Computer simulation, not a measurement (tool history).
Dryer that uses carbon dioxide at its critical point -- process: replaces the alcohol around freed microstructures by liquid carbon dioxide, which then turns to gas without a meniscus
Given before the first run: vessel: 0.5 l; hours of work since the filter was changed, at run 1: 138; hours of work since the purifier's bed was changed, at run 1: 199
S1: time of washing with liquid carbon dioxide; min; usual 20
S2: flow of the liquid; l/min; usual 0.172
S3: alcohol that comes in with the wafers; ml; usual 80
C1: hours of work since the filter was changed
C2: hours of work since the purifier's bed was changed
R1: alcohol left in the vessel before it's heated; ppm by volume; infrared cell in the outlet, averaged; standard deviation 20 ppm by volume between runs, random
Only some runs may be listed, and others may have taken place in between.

run,hour,S1,S2,S3,C1,C2,R1
1,0.0,20,0.172,80,138,199,1678
2,12.6,20,0.172,80,143,204,1710
3,27.3,20,0.172,80,148,209,1701
4,36.5,20,0.172,80,151,212,1782
5,46.7,26,0.172,80,155,216,502
6,54.9,17,0.172,80,158,219,3466
7,63.3,26,0.254,80,161,222,66
8,72.4,25,0.254,74,165,226,76
9,83.1,13,0.254,46,169,230,1162
10,92.5,17,0.162,46,172,233,2532
11,100.1,25,0.266,46,175,236,62
12,113.8,20,0.218,33,180,241,249

4 options for the next run, each taken on its own from the tool as it stands now. Forecast them:
A,125.3,13,0.218,100,184,245,?
B,125.3,27,0.193,37,184,245,?
C,125.3,17,0.121,71,184,245,?
D,125.3,31,0.186,23,184,245,?

run,R1
A,4932
B,125
C,10137
D,71
Without the tool's hidden state the same runs would have given:
run,R1
A,3649
B,52
C,8194
D,22

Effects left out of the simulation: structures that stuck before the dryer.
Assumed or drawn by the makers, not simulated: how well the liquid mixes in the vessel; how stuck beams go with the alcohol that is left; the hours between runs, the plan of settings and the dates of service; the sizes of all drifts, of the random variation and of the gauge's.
